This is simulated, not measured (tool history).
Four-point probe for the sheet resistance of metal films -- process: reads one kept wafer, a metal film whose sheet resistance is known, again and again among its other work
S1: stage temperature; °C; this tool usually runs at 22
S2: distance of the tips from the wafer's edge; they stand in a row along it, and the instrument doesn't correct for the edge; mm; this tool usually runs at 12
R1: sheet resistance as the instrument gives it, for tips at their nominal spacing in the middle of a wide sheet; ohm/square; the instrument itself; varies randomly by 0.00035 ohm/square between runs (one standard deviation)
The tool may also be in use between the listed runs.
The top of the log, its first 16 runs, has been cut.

run,hour,S1,S2,R1
17,184.9,22,6,1.779154
18,193.7,22,6,1.778256
19,202.4,22,6,1.778558
20,212.7,29,12,1.733499
21,223.3,29,52,1.723997
22,231,33,12,1.726682
23,242,22,12,1.747356
24,256.4,20,14,1.748653
25,271.6,20,14,1.748501
26,285.2,20,5,1.798712
27,296.1,19,8,1.765795
28,306.7,25,5,1.788936
29,319.5,22,7,1.767052
30,326.7,25,5,1.78861
31,336,25,5,1.78844
32,350.6,22,3,1.888074
33,366.2,22,3,1.887888

Forecast run 34:
34,379.9,35,16,?

Run 34 measured R1 1.717947 ohm/square.
With no hidden state in the tool, this same run would have given R1 1.725677 ohm/square.

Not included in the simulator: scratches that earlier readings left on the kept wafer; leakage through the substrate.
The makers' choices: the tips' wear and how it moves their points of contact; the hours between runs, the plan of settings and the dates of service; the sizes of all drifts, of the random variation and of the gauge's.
